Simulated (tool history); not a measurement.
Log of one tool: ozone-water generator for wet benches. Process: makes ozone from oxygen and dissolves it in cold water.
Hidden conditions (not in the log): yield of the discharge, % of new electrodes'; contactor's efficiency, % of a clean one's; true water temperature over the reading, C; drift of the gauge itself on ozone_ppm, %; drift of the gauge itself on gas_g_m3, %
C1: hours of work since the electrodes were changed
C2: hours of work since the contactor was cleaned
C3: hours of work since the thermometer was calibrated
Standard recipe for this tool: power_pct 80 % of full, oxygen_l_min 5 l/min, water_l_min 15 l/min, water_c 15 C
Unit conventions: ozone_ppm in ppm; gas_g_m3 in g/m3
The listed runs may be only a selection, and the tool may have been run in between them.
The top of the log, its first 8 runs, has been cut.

Run 9, hour 997.2: usual settings but water_c 16 C; C1 2859; C2 549; C3 3244. Result: ozone_ppm 31.2 ppm, gas_g_m3 270.9 g/m3.
Run 10, hour 1102.2: usual settings; C1 2953; C2 642; C3 3338. Result: ozone_ppm 32 ppm, gas_g_m3 270.6 g/m3.
Run 11, hour 1173.3: usual settings but water_c 16 C; C1 3016; C2 706; C3 3401. Result: ozone_ppm 31.4 ppm, gas_g_m3 272.6 g/m3.
Run 12, hour 1314.9: usual settings but water_c 16 C; C1 3143; C2 833; C3 3528. Result: ozone_ppm 31.2 ppm, gas_g_m3 271.6 g/m3.
Run 13, hour 1414.2: usual settings but water_c 16 C; C1 3232; C2 922; C3 3617. Result: ozone_ppm 31.3 ppm, gas_g_m3 272.2 g/m3.
Run 14, hour 1523.9: usual settings but water_c 16 C; C1 3330; C2 1020; C3 3715. Result: ozone_ppm 31.9 ppm, gas_g_m3 271.2 g/m3.
Run 15, hour 1618.7: usual settings but water_c 16 C; C1 3414; C2 1104; C3 3800. Result: ozone_ppm 31.7 ppm, gas_g_m3 271.6 g/m3.
Run 16, hour 1699.4: usual settings but water_c 16 C; C1 3487; C2 1177; C3 3872. Result: ozone_ppm 31.2 ppm, gas_g_m3 273.8 g/m3.
Run 17, hour 1805.4: usual settings but water_c 7 C; C1 3581; C2 1271; C3 3966. Result: ozone_ppm 36.2 ppm, gas_g_m3 271.3 g/m3.
Run 18, hour 1951.8: usual settings but water_l_min 10 l/min; C1 3712; C2 1402; C3 4098. Result: ozone_ppm 41.5 ppm, gas_g_m3 272.4 g/m3.
Run 19, hour 2092.5: usual settings but water_l_min 18 l/min; C1 3838; C2 1528; C3 4223. Result: ozone_ppm 27.6 ppm, gas_g_m3 272.5 g/m3.
Run 20, hour 2212.1: usual settings but water_l_min 18 l/min; C1 3945; C2 1635; C3 4330. Result: ozone_ppm 27.8 ppm, gas_g_m3 271.1 g/m3.
Run 21, hour 2334.7: usual settings but water_l_min 18 l/min; C1 4055; C2 1745; C3 4440. Result: ozone_ppm 28.1 ppm, gas_g_m3 270.4 g/m3.
Run 22, hour 2425.8: usual settings but power_pct 76 % of full, oxygen_l_min 6.41 l/min, water_l_min 9 l/min, water_c 8 C; C1 4136; C2 1826; C3 4521. Result: ozone_ppm 49.5 ppm, gas_g_m3 242.6 g/m3.
Run 23, hour 2512.7: usual settings but power_pct 67 % of full, water_c 13 C; C1 4214; C2 1904; C3 4599. Result: ozone_ppm 29.7 ppm, gas_g_m3 242.7 g/m3.
Run 24, hour 2664.7: usual settings but power_pct 67 % of full, water_c 13 C; C1 4350; C2 2040; C3 4735. Result: ozone_ppm 29.7 ppm, gas_g_m3 248.3 g/m3.
At hour 2735.8: gauge calibrated.
Run 25, hour 2821.1: usual settings but power_pct 77 % of full, water_l_min 10 l/min; C1 4490; C2 2180; C3 4875. Result: ozone_ppm 40.7 ppm, gas_g_m3 260.7 g/m3.
At hour 2890.9: water thermometer calibrated.
Run 26, hour 2890.9: usual settings but power_pct 83 % of full, water_l_min 10 l/min; C1 4552; C2 2242; C3 0. Result: ozone_ppm 42.9 ppm, gas_g_m3 272.4 g/m3.
Run 27, hour 2958.4: usual settings but power_pct 83 % of full, water_l_min 17 l/min, water_c 7 C; C1 4612; C2 2302; C3 60. Result: ozone_ppm 33.3 ppm, gas_g_m3 274.9 g/m3.
Run 28, hour 3099.4: usual settings but power_pct 83 % of full, water_l_min 17 l/min, water_c 7 C; C1 4738; C2 2428; C3 187. Result: ozone_ppm 33.7 ppm, gas_g_m3 272.7 g/m3.
Run 29, hour 3183.8: usual settings but water_c 19 C; C1 4814; C2 2504; C3 262. Result: ozone_ppm 30.1 ppm, gas_g_m3 269.4 g/m3.
Run 30, hour 3335.7: usual settings but water_c 19 C; C1 4950; C2 2640; C3 398. Result: ozone_ppm 29.9 ppm, gas_g_m3 269.7 g/m3.

What if the next run were any one of these 4? Each begins from the tool's condition after run 30:
Run A, hour 3409.4: usual settings but water_c 14 C; C1 5016; C2 2706; C3 464. Result: ozone_ppm ?, gas_g_m3 ?.
Run B, hour 3409.4: usual settings but power_pct 83 % of full, oxygen_l_min 5.54 l/min, water_c 11 C; C1 5016; C2 2706; C3 464. Result: ozone_ppm ?, gas_g_m3 ?.
Run C, hour 3409.4: usual settings but water_l_min 13 l/min; C1 5016; C2 2706; C3 464. Result: ozone_ppm ?, gas_g_m3 ?.
Run D, hour 3409.4: usual settings but power_pct 44 % of full; C1 5016; C2 2706; C3 464. Result: ozone_ppm ?, gas_g_m3 ?.

run  ozone_ppm  gas_g_m3
  A       32.9     266.7
  B       34.9     265.6
  C       35.2     271.1
  D       21.9     187.8
Without the tool's hidden state the same runs would have given:
run  ozone_ppm  gas_g_m3
  A         33     265.4
  B         35     264.3
  C       35.3     269.8
  D       21.9     186.8

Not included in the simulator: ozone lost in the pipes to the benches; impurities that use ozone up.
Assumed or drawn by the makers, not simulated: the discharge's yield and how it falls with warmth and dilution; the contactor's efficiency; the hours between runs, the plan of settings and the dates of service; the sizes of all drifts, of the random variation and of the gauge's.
